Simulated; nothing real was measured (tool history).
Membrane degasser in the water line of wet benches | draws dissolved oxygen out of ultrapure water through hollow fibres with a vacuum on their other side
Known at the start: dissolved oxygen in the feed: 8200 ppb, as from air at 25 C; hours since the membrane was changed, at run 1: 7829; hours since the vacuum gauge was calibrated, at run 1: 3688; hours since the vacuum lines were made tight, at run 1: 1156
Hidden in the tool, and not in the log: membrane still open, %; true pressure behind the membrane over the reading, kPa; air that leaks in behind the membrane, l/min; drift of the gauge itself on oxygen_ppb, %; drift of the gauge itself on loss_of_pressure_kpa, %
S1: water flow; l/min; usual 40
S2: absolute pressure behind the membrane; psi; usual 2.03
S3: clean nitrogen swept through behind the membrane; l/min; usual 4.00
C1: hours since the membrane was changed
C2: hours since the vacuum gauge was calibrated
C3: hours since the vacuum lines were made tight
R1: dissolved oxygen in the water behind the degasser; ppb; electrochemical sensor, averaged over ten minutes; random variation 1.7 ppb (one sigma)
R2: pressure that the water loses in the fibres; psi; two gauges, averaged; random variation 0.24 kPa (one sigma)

run,day,S1,S2,S3,C1,C2,C3,R1,R2
1,0.000,40,2.03,4.00,7829,3688,1156,261.1,9.100
2,7.600,40,2.03,4.00,8012,3870,1338,261.5,8.976
3,15.512,40,2.03,4.00,8202,4060,1528,262.6,9.061
4,24.958,40,2.71,4.00,8428,4287,1755,365.8,9.017
5,33.525,40,2.71,2.89,8634,4493,1961,482.5,9.047
6,40.562,40,2.71,2.89,8803,4661,2129,484.8,8.995
7,44.475,40,2.71,10.35,8897,4755,2223,158.2,9.039
8,53.717,40,2.71,10.35,9119,4977,2445,158.8,9.043
9,62.279,40,1.51,4.00,9324,5183,2651,182.0,8.985
10,71.342,40,1.51,4.00,9542,5400,2868,180.5,8.995
# day 74.650: vacuum gauge calibrated
11,79.392,40,1.51,4.00,9734,114,3061,180.2,8.953
12,86.638,40,1.51,4.00,9908,288,3235,179.3,8.918
13,90.742,40,2.03,4.00,10007,386,3333,263.6,8.982
14,99.238,40,2.03,4.00,10211,590,3537,263.9,8.946
15,108.383,40,2.03,4.00,10430,810,3757,260.8,8.936
16,113.371,28,2.03,4.00,10550,929,3876,179.3,6.292
17,121.696,28,2.03,4.00,10749,1129,4076,180.5,6.258
18,128.458,43,1.38,1.70,10912,1291,4239,350.7,9.604
19,132.312,40,3.44,4.00,11004,1384,4331,470.5,8.920
20,140.592,42,1.33,4.72,11203,1583,4530,143.0,9.356
# day 144.683: seals of the vacuum lines changed
21,147.550,42,1.33,4.72,11368,1748,69,144.0,9.356
22,153.075,42,1.33,4.72,11501,1880,201,143.1,9.355
23,162.388,27,4.10,3.82,11724,2104,425,409.1,6.029
24,168.779,40,2.03,7.19,11878,2257,578,158.3,8.841
25,177.562,40,1.22,5.39,12088,2468,789,104.9,8.886
26,184.375,54,2.03,4.00,12252,2631,953,380.4,12.016
# day 186.429: membrane cartridge changed
27,188.442,26,2.16,4.00,48,2725,1046,179.9,5.757
28,195.604,28,2.03,9.76,220,2897,1218,77.2,6.205
29,203.462,34,2.03,6.26,409,3085,1407,145.7,7.458
30,210.942,34,2.03,6.26,588,3265,1586,146.4,7.493

Some steps in R2 between neighbouring runs. How much of each would the tool show without its hidden state too (settings, what came in, random variation), and how much is left for the hidden state, with any gauge scatter that isn't in both results?
Run 17 -> 18: S1 28 -> 43, S2 2.03 -> 1.38, S3 4.00 -> 1.70. R2 +3.346 psi: hidden state -0.055, all else +3.401.
Run 22 -> 23: S1 42 -> 27, S2 1.33 -> 4.10, S3 4.72 -> 3.82. R2 -3.326 psi: hidden state +0.052, all else -3.378.
Run 23 -> 24: S1 27 -> 40, S2 4.10 -> 2.03, S3 3.82 -> 7.19. R2 +2.812 psi: hidden state -0.061, all else +2.873.
Run 25 -> 26: S1 40 -> 54, S2 1.22 -> 2.03, S3 5.39 -> 4.00. R2 +3.130 psi: hidden state -0.075, all else +3.205.
Run 26 -> 27: S1 54 -> 26, S2 2.03 -> 2.16, membrane cartridge changed. R2 -6.260 psi: hidden state +0.123, all else -6.383.

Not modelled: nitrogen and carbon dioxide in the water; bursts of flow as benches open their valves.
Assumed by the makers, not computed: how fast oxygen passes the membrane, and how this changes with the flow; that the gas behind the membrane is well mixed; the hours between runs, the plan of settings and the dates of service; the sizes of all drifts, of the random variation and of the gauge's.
